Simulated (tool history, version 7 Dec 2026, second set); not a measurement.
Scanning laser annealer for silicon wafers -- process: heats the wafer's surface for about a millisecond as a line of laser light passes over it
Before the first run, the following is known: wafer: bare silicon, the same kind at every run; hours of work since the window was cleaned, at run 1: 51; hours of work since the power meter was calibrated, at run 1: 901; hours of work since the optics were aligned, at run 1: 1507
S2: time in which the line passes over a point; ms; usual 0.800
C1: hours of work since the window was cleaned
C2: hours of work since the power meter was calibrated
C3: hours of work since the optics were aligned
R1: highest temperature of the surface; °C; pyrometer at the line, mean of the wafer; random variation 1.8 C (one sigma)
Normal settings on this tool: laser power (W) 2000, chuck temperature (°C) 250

run 1 hour=0.0 | laser_power_(W)=2000 S2=0.800 chuck_temperature_(°C)=250 | C1=51 C2=901 C3=1507 | R1=973
run 2 hour=28.3 | laser_power_(W)=2000 S2=0.800 chuck_temperature_(°C)=250 | C1=72 C2=921 C3=1528 | R1=972
run 3 hour=56.5 | laser_power_(W)=2000 S2=0.800 chuck_temperature_(°C)=250 | C1=92 C2=942 C3=1548 | R1=969
run 4 hour=83.0 | laser_power_(W)=2000 S2=0.800 chuck_temperature_(°C)=250 | C1=111 C2=961 C3=1567 | R1=968
run 5 hour=116.6 | laser_power_(W)=1808 S2=0.800 chuck_temperature_(°C)=250 | C1=136 C2=985 C3=1592 | R1=896
run 6 hour=142.5 | laser_power_(W)=1808 S2=0.800 chuck_temperature_(°C)=250 | C1=154 C2=1004 C3=1610 | R1=897
run 7 hour=170.6 | laser_power_(W)=1876 S2=0.800 chuck_temperature_(°C)=250 | C1=175 C2=1024 C3=1631 | R1=923
run 8 hour=216.8 | laser_power_(W)=2000 S2=0.800 chuck_temperature_(°C)=250 | C1=208 C2=1057 C3=1664 | R1=969
run 9 hour=256.5 | laser_power_(W)=2009 S2=0.800 chuck_temperature_(°C)=250 | C1=237 C2=1086 C3=1693 | R1=968
run 10 hour=283.8 | laser_power_(W)=2000 S2=0.800 chuck_temperature_(°C)=250 | C1=256 C2=1106 C3=1712 | R1=965
run 11 hour=338.3 | laser_power_(W)=2000 S2=0.800 chuck_temperature_(°C)=250 | C1=296 C2=1145 C3=1752 | R1=963
run 12 hour=383.8 | laser_power_(W)=2000 S2=0.800 chuck_temperature_(°C)=250 | C1=329 C2=1178 C3=1785 | R1=960
-- hour=389.9 laser's power meter calibrated
run 13 hour=426.1 | laser_power_(W)=2000 S2=0.800 chuck_temperature_(°C)=250 | C1=357 C2=26 C3=1813 | R1=957
run 14 hour=464.5 | laser_power_(W)=2000 S2=0.800 chuck_temperature_(°C)=250 | C1=385 C2=54 C3=1841 | R1=953
run 15 hour=493.8 | laser_power_(W)=2000 S2=0.800 chuck_temperature_(°C)=256 | C1=406 C2=75 C3=1862 | R1=960
run 16 hour=519.8 | laser_power_(W)=2000 S2=0.800 chuck_temperature_(°C)=277 | C1=425 C2=94 C3=1881 | R1=983
run 17 hour=555.4 | laser_power_(W)=2000 S2=0.800 chuck_temperature_(°C)=277 | C1=450 C2=119 C3=1906 | R1=979
run 18 hour=582.2 | laser_power_(W)=2000 S2=0.800 chuck_temperature_(°C)=250 | C1=470 C2=139 C3=1926 | R1=953
-- hour=588.9 window over the wafer cleaned
run 19 hour=613.2 | laser_power_(W)=2000 S2=0.800 chuck_temperature_(°C)=255 | C1=18 C2=160 C3=1947 | R1=973
-- hour=650.8 optics aligned, line set to its width
run 20 hour=673.0 | laser_power_(W)=2000 S2=0.800 chuck_temperature_(°C)=250 | C1=57 C2=199 C3=16 | R1=978
run 21 hour=703.1 | laser_power_(W)=2000 S2=0.800 chuck_temperature_(°C)=250 | C1=79 C2=221 C3=38 | R1=978
-- hour=711.0 laser's power meter calibrated, once more
run 22 hour=756.0 | laser_power_(W)=2107 S2=0.800 chuck_temperature_(°C)=224 | C1=115 C2=33 C3=74 | R1=998
run 23 hour=780.2 | laser_power_(W)=2106 S2=0.738 chuck_temperature_(°C)=276 | C1=132 C2=50 C3=91 | R1=1011
run 24 hour=816.2 | laser_power_(W)=2106 S2=0.840 chuck_temperature_(°C)=276 | C1=158 C2=76 C3=117 | R1=1071
run 25 hour=865.0 | laser_power_(W)=2106 S2=0.840 chuck_temperature_(°C)=276 | C1=194 C2=111 C3=153 | R1=1066
run 26 hour=921.3 | laser_power_(W)=2106 S2=0.840 chuck_temperature_(°C)=276 | C1=234 C2=152 C3=193 | R1=1068
run 27 hour=961.5 | laser_power_(W)=1880 S2=0.800 chuck_temperature_(°C)=250 | C1=263 C2=181 C3=222 | R1=934
run 28 hour=1000.2 | laser_power_(W)=2071 S2=0.800 chuck_temperature_(°C)=250 | C1=291 C2=209 C3=250 | R1=1003
run 29 hour=1051.5 | laser_power_(W)=2071 S2=0.800 chuck_temperature_(°C)=250 | C1=328 C2=246 C3=287 | R1=998
run 30 hour=1106.7 | laser_power_(W)=2000 S2=0.593 chuck_temperature_(°C)=250 | C1=368 C2=286 C3=327 | R1=856
run 31 hour=1161.0 | laser_power_(W)=1789 S2=0.732 chuck_temperature_(°C)=250 | C1=407 C2=325 C3=366 | R1=860
run 32 hour=1188.3 | laser_power_(W)=1837 S2=0.832 chuck_temperature_(°C)=250 | C1=427 C2=345 C3=386 | R1=925
run 33 hour=1233.9 | laser_power_(W)=1837 S2=0.832 chuck_temperature_(°C)=280 | C1=460 C2=378 C3=419 | R1=953
-- hour=1251.8 window over the wafer cleaned
run 34 hour=1258.8 | laser_power_(W)=1981 S2=0.615 chuck_temperature_(°C)=278 | C1=5 C2=394 C3=435 | R1=902
run 35 hour=1290.6 | laser_power_(W)=1981 S2=0.646 chuck_temperature_(°C)=281 | C1=28 C2=417 C3=458 | R1=920
run 36 hour=1345.8 | laser_power_(W)=1981 S2=0.646 chuck_temperature_(°C)=281 | C1=68 C2=457 C3=498 | R1=919
run 37 hour=1382.6 | laser_power_(W)=2126 S2=0.796 chuck_temperature_(°C)=250 | C1=94 C2=483 C3=525 | R1=1028
run 38 hour=1437.2 | laser_power_(W)=1855 S2=0.619 chuck_temperature_(°C)=246 | C1=134 C2=523 C3=564 | R1=827
run 39 hour=1485.7 | laser_power_(W)=1855 S2=0.619 chuck_temperature_(°C)=246 | C1=169 C2=558 C3=599 | R1=831
run 40 hour=1534.2 | laser_power_(W)=1751 S2=0.800 chuck_temperature_(°C)=240 | C1=204 C2=593 C3=634 | R1=876

4 options for the next run, each taken on its own from the tool as it stands now. Forecast them:
run A hour=1590.6 | laser_power_(W)=2043 S2=0.613 chuck_temperature_(°C)=222 | C1=245 C2=634 C3=675 | R1=?
run B hour=1590.6 | laser_power_(W)=2082 S2=0.800 chuck_temperature_(°C)=240 | C1=245 C2=634 C3=675 | R1=?
run C hour=1590.6 | laser_power_(W)=1893 S2=0.676 chuck_temperature_(°C)=239 | C1=245 C2=634 C3=675 | R1=?
run D hour=1590.6 | laser_power_(W)=1728 S2=0.800 chuck_temperature_(°C)=278 | C1=245 C2=634 C3=675 | R1=?

run=A R1=853
run=B R1=993
run=C R1=862
run=D R1=902
Had the tool no hidden state, the same runs would have come out as:
run=A R1=866
run=B R1=1008
run=C R1=874
run=D R1=915

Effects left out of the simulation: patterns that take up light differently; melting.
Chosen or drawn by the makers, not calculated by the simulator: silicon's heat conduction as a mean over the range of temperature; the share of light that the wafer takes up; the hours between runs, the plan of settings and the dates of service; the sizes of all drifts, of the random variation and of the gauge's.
